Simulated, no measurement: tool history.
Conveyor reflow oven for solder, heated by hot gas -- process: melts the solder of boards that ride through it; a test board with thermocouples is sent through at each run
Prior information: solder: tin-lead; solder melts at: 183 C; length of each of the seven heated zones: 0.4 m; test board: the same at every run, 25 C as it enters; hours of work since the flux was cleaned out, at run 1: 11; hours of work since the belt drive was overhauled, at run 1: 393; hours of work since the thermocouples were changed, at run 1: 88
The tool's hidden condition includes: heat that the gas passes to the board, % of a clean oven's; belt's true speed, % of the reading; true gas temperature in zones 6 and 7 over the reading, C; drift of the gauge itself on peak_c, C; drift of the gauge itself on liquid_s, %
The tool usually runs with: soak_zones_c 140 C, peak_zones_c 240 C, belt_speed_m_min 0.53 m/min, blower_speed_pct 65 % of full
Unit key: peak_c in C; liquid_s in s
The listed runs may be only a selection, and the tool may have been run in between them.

run,day,soak_zones_c,peak_zones_c,belt_speed_m_min,blower_speed_pct,hours of work since the flux was cleaned out,hours of work since the belt drive was overhauled,hours of work since the thermocouples were changed,peak_c,liquid_s
1,0,140,240,0.53,65,11,393,88,221.8,72.7
2,0.517,137,240,0.53,65,18,400,95,221,70.6
3,1.275,137,240,0.53,65,29,411,106,221,70.5
4,1.712,140,240,0.53,65,36,418,113,221.5,71.9
5,2.342,140,240,0.53,65,45,427,122,221.4,72.3
6,3.054,140,240,0.53,65,55,437,132,221.6,72.2
7,3.704,127,240,0.53,65,64,446,141,218.9,64.7
8,4.475,127,240,0.53,65,75,457,152,218.9,64.7
9,5,127,240,0.53,65,83,465,160,218.7,64.8
10,5.658,127,240,0.53,65,92,474,169,218.5,64.2
11,6.05,127,240,0.53,65,98,480,175,218.6,64.3
12,6.696,127,240,0.53,65,107,489,184,218.3,63.7
13,7.508,140,240,0.53,65,119,501,196,220.8,71.5
14,7.871,140,240,0.53,65,124,506,201,220.8,71.5
15,8.629,140,240,0.53,72,135,517,212,222.5,73.9
16,9.012,140,240,0.466,55,140,522,217,222,82.7
17,9.788,132,247,0.466,86,151,534,229,234.6,90
18,10.5,132,247,0.497,83,162,544,239,231.9,82.1
19,10.838,142,252,0.58,83,167,549,244,232.9,74.2
20,11.438,142,252,0.58,83,175,557,252,232.3,73.5
# day 12.125: flux residue cleaned out of gas plates and filters
21,12.138,128,234,0.513,77,0,564,259,219.5,69.5
22,12.579,140,240,0.53,51,7,571,266,217.4,67.7
23,13.017,140,250,0.53,59,13,577,272,228.9,77.8
24,13.829,140,240,0.53,88,24,589,284,227.9,78.1
25,14.425,136,228,0.539,81,33,597,292,214.9,64.6
26,15.183,151,240,0.53,65,44,608,303,224,80.1
27,15.788,152,234,0.62,53,53,617,312,209.9,55.7
28,16.175,152,234,0.62,53,58,622,317,210.6,55.2

Predict each of these 4 candidate next runs independently; none follows another, all start after run 28:
A,16.517,154,234,0.612,53,63,627,322,?,?
B,16.517,128,234,0.62,53,63,627,322,?,?
C,16.517,149,234,0.62,53,63,627,322,?,?
D,16.517,138,248,0.512,65,63,627,322,?,?

run,peak_c,liquid_s
A,211.3,58.1
B,203.4,38.3
C,209,52.8
D,229.4,80.8
Had the tool no hidden state, the same runs would have come out as:
run,peak_c,liquid_s
A,211.2,57.5
B,203.4,38
C,209,52.4
D,229.4,80
